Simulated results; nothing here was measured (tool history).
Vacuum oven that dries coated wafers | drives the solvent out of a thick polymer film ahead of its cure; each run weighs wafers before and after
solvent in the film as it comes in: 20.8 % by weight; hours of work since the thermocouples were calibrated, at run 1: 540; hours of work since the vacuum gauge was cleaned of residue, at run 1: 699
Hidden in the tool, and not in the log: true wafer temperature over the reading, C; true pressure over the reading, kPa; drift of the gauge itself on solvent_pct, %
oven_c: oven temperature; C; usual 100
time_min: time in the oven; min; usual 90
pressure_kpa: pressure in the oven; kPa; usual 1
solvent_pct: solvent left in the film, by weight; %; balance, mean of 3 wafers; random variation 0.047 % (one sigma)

run,hour,oven_c,time_min,pressure_kpa,hours of work since the thermocouples were calibrated,hours of work since the vacuum gauge was cleaned of residue,solvent_pct
1,0,100,90,1,540,699,2.7
2,37.7,100,90,1,569,728,2.72
3,71.9,100,90,1.06,596,755,2.78
4,104.8,107,90,1,622,780,1.8
5,127.9,100,90,1,640,798,2.8
6,160.7,100,90,1,665,824,2.72
7,189.4,100,90,1,687,846,2.71
8,223.1,100,90,1,714,872,2.69
9,249.8,100,90,1,734,893,2.78
10,281.9,100,90,1,759,918,2.72
11,313.2,100,90,1,784,942,2.65
12,349,100,90,1,812,970,2.86
13,367,100,90,1,826,984,2.75
14,391.9,106,90,1,845,1003,1.88
15,408.7,106,103,1,858,1017,1.64
16,442.2,106,103,1,884,1043,1.73
17,466.2,106,103,1,903,1061,1.71
18,505.6,106,103,1,933,1092,1.65
19,525.3,106,103,1,949,1107,1.73
20,547.3,113,62,1,966,1124,1.89
# hour 552.4: oven's thermocouples calibrated
21,576.9,110,104,1.66,19,1146,1.87
22,602.4,110,104,2.96,39,1166,3.07
23,636.8,110,104,2.96,66,1192,3.08
24,653.5,112,66,2.47,79,1205,3.05
25,693.7,112,66,2.47,110,1237,3.03
26,731.1,107,70,3.28,139,1266,4.51
27,762.2,107,70,3.28,163,1290,4.5
# hour 780: oven's thermocouples calibrated, once more
28,795.8,102,89,1.52,12,1315,3.34

Run 29 comes next. What will it give?
29,821.8,102,89,1.52,33,1335,?

solvent_pct: 3.25 %
Without the tool's hidden state the same run would have given solvent_pct 2.88 %.
